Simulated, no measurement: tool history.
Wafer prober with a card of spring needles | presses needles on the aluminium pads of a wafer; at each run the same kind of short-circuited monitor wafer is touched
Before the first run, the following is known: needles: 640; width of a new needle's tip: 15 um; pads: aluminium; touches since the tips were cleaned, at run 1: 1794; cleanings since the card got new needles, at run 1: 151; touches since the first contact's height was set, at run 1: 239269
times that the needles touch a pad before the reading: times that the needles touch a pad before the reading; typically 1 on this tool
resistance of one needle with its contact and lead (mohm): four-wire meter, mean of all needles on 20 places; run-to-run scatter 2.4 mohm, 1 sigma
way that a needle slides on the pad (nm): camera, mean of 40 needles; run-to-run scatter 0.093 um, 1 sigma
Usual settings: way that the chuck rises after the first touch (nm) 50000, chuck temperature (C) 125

| run | hour | way that the chuck rises after the first touch (nm) | chuck temperature (C) | times that the needles touch a pad before the reading | touches since the tips were cleaned | cleanings since the card got new needles | touches since the first contact's height was set | resistance of one needle with its contact and lead (mohm) | way that a needle slides on the pad (nm) |
|---|---|---|---|---|---|---|---|---|---|
| 1 | 0 | 50000 | 125 | 1 | 1794 | 151 | 239269 | 274 | 9720 |
|  | 6.7 | tips cleaned on abrasive film |
|  | 7 | height of the first contact set anew |
|  | 20.4 | tips cleaned on abrasive film |
|  | 36.8 | tips cleaned on abrasive film |
|  | 53 | tips cleaned on abrasive film |
| 2 | 58.9 | 50000 | 125 | 1 | 1192 | 155 | 10406 | 268 | 9720 |
|  | 68.9 | tips cleaned on abrasive film |
|  | 80.9 | card fitted with new needles |
|  | 94.3 | tips cleaned on abrasive film |
| 3 | 105.4 | 50000 | 125 | 1 | 2246 | 1 | 4930 | 273 | 9480 |
|  | 108.9 | tips cleaned on abrasive film |
|  | 125.2 | tips cleaned on abrasive film |
|  | 141.9 | tips cleaned on abrasive film |
| 4 | 154.2 | 50000 | 125 | 1 | 2472 | 4 | 14709 | 273 | 9730 |
|  | 157.3 | tips cleaned on abrasive film |
|  | 174 | tips cleaned on abrasive film |
|  | 190.7 | tips cleaned on abrasive film |
|  | 207.2 | tips cleaned on abrasive film |
|  | 223.1 | tips cleaned on abrasive film |
| 5 | 223.1 | 50000 | 125 | 1 | 0 | 9 | 28519 | 271 | 9730 |
|  | 236.5 | tips cleaned on abrasive film |
|  | 252.8 | tips cleaned on abrasive film |
|  | 268.9 | tips cleaned on abrasive film |
| 6 | 271.3 | 31000 | 125 | 1 | 484 | 12 | 38198 | 289 | 6050 |
|  | 284.7 | tips cleaned on abrasive film |
|  | 301.4 | tips cleaned on abrasive film |
| 7 | 309.4 | 36000 | 125 | 1 | 1625 | 14 | 45853 | 280 | 6960 |
|  | 316.2 | tips cleaned on abrasive film |
|  | 329.6 | tips cleaned on abrasive film |
|  | 342.9 | tips cleaned on abrasive film |
| 8 | 349.2 | 36000 | 123 | 1 | 1267 | 17 | 53829 | 280 | 6920 |
|  | 359.3 | tips cleaned on abrasive film |
|  | 376 | tips cleaned on abrasive film |
|  | 392.5 | tips cleaned on abrasive film |
|  | 408.8 | tips cleaned on abrasive film |
| 9 | 413.3 | 50000 | 56 | 1 | 914 | 21 | 66687 | 248 | 9720 |
|  | 423.4 | tips cleaned on abrasive film |
|  | 439.8 | tips cleaned on abrasive film |
|  | 456 | tips cleaned on abrasive film |
|  | 471.2 | tips cleaned on abrasive film |
| 10 | 471.2 | 50000 | 43 | 2 | 0 | 25 | 78308 | 244 | 9630 |
|  | 488 | tips cleaned on abrasive film |
|  | 501.3 | tips cleaned on abrasive film |
|  | 518.1 | tips cleaned on abrasive film |
|  | 534.2 | tips cleaned on abrasive film |
| 11 | 534.9 | 62000 | 64 | 3 | 149 | 29 | 91085 | 248 | 12090 |

3 options for the next run, each taken on its own from the tool as it stands now. Forecast them:
|  | 548.1 | tips cleaned on abrasive film |
|  | 561.5 | tips cleaned on abrasive film |
|  | 578 | tips cleaned on abrasive film |
| A | 578 | 40000 | 39 | 1 | 0 | 32 | 99720 | ? | ? |
|  | 548.1 | tips cleaned on abrasive film |
|  | 561.5 | tips cleaned on abrasive film |
|  | 578 | tips cleaned on abrasive film |
| B | 578 | 50000 | 105 | 1 | 0 | 32 | 99720 | ? | ? |
|  | 548.1 | tips cleaned on abrasive film |
|  | 561.5 | tips cleaned on abrasive film |
|  | 578 | tips cleaned on abrasive film |
| C | 578 | 60000 | 39 | 2 | 0 | 32 | 99720 | ? | ? |

| run | resistance of one needle with its contact and lead (mohm) | way that a needle slides on the pad (nm) |
|---|---|---|
| A | 252 | 7790 |
| B | 263 | 9550 |
| C | 245 | 11630 |
Take away the tool's hidden state, keep each run's random variation, and the runs would have read:
| run | resistance of one needle with its contact and lead (mohm) | way that a needle slides on the pad (nm) |
|---|---|---|
| A | 252 | 7790 |
| B | 263 | 9550 |
| C | 245 | 11630 |

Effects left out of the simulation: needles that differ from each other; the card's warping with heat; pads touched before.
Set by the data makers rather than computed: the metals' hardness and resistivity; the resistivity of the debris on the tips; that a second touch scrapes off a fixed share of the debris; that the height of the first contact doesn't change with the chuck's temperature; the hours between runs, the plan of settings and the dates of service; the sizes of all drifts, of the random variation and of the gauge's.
